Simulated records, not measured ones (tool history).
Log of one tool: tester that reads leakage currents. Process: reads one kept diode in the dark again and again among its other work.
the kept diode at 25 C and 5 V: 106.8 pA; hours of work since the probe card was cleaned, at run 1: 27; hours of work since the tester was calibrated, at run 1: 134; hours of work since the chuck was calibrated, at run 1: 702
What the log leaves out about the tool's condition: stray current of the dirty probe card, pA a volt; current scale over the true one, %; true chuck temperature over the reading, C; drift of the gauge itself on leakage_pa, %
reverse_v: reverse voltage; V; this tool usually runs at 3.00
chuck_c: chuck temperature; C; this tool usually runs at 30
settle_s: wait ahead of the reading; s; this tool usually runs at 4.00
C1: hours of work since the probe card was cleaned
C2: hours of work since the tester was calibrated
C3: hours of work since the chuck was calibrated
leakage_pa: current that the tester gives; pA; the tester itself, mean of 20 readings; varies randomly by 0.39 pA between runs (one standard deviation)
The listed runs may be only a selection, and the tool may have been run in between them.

{"run": 1, "hour": 0.0, "reverse_v": 3.0, "chuck_c": 30, "settle_s": 4.0, "C1": 27, "C2": 134, "C3": 702, "leakage_pa": 140.49}
{"run": 2, "hour": 69.7, "reverse_v": 3.0, "chuck_c": 40, "settle_s": 4.0, "C1": 82, "C2": 189, "C3": 758, "leakage_pa": 329.29}
{"run": 3, "hour": 128.3, "reverse_v": 1.25, "chuck_c": 30, "settle_s": 4.0, "C1": 129, "C2": 236, "C3": 804, "leakage_pa": 89.94}
{"run": 4, "hour": 205.1, "reverse_v": 3.0, "chuck_c": 30, "settle_s": 4.0, "C1": 190, "C2": 297, "C3": 866, "leakage_pa": 143.77}
{"run": 5, "hour": 260.5, "reverse_v": 1.51, "chuck_c": 30, "settle_s": 4.0, "C1": 234, "C2": 342, "C3": 910, "leakage_pa": 101.23}
{"run": 6, "hour": 323.4, "reverse_v": 3.0, "chuck_c": 30, "settle_s": 4.0, "C1": 285, "C2": 392, "C3": 960, "leakage_pa": 144.49}
{"run": 7, "hour": 368.8, "reverse_v": 3.0, "chuck_c": 30, "settle_s": 4.0, "C1": 321, "C2": 428, "C3": 996, "leakage_pa": 145.13}
{"run": 8, "hour": 406.4, "reverse_v": 3.0, "chuck_c": 30, "settle_s": 0.42, "C1": 351, "C2": 458, "C3": 1026, "leakage_pa": 146.7}
{"run": 9, "hour": 484.2, "reverse_v": 3.0, "chuck_c": 30, "settle_s": 0.42, "C1": 413, "C2": 520, "C3": 1088, "leakage_pa": 147.41}
{"run": 10, "hour": 556.4, "reverse_v": 3.0, "chuck_c": 30, "settle_s": 0.42, "C1": 471, "C2": 578, "C3": 1146, "leakage_pa": 148.86}
{"run": 11, "hour": 598.7, "reverse_v": 15.56, "chuck_c": 39, "settle_s": 3.88, "C1": 504, "C2": 611, "C3": 1180, "leakage_pa": 738.24}
{"run": 12, "hour": 663.6, "reverse_v": 1.78, "chuck_c": 32, "settle_s": 3.57, "C1": 556, "C2": 663, "C3": 1231, "leakage_pa": 134.75}
{"run": 13, "hour": 749.5, "reverse_v": 1.22, "chuck_c": 26, "settle_s": 1.95, "C1": 625, "C2": 732, "C3": 1300, "leakage_pa": 66.11}
{"run": 14, "hour": 816.8, "reverse_v": 1.58, "chuck_c": 30, "settle_s": 9.19, "C1": 678, "C2": 785, "C3": 1354, "leakage_pa": 108.06}
{"run": 15, "hour": 897.3, "reverse_v": 3.0, "chuck_c": 20, "settle_s": 0.53, "C1": 742, "C2": 850, "C3": 1418, "leakage_pa": 62.83}
{"run": 16, "hour": 942.7, "reverse_v": 3.0, "chuck_c": 20, "settle_s": 0.53, "C1": 779, "C2": 886, "C3": 1454, "leakage_pa": 63.24}
{"run": 17, "hour": 1026.5, "reverse_v": 5.51, "chuck_c": 37, "settle_s": 5.82, "C1": 846, "C2": 953, "C3": 1521, "leakage_pa": 381.71}
{"hour": 1081.8, "done": "chuck's temperature calibrated"}
{"run": 18, "hour": 1101.3, "reverse_v": 5.51, "chuck_c": 37, "settle_s": 5.82, "C1": 904, "C2": 1011, "C3": 16, "leakage_pa": 322.78}
{"run": 19, "hour": 1173.5, "reverse_v": 3.0, "chuck_c": 48, "settle_s": 4.0, "C1": 961, "C2": 1068, "C3": 73, "leakage_pa": 577.47}
{"run": 20, "hour": 1263.0, "reverse_v": 3.0, "chuck_c": 30, "settle_s": 6.83, "C1": 1033, "C2": 1140, "C3": 145, "leakage_pa": 130.97}

Below are 3 alternative next runs, each starting from the tool's condition after run 20. Predict each:
{"run": "A", "hour": 1319.2, "reverse_v": 1.41, "chuck_c": 21, "settle_s": 1.54, "C1": 1077, "C2": 1185, "C3": 189, "leakage_pa": "?"}
{"run": "B", "hour": 1319.2, "reverse_v": 1.34, "chuck_c": 46, "settle_s": 1.15, "C1": 1077, "C2": 1185, "C3": 189, "leakage_pa": "?"}
{"run": "C", "hour": 1319.2, "reverse_v": 3.12, "chuck_c": 52, "settle_s": 5.34, "C1": 1077, "C2": 1185, "C3": 189, "leakage_pa": "?"}

run=A leakage_pa=39.80
run=B leakage_pa=330.12
run=C leakage_pa=812.29
Take away the tool's hidden state, keep each run's random variation, and the runs would have read:
run=A leakage_pa=38.69
run=B leakage_pa=326.04
run=C leakage_pa=802.52
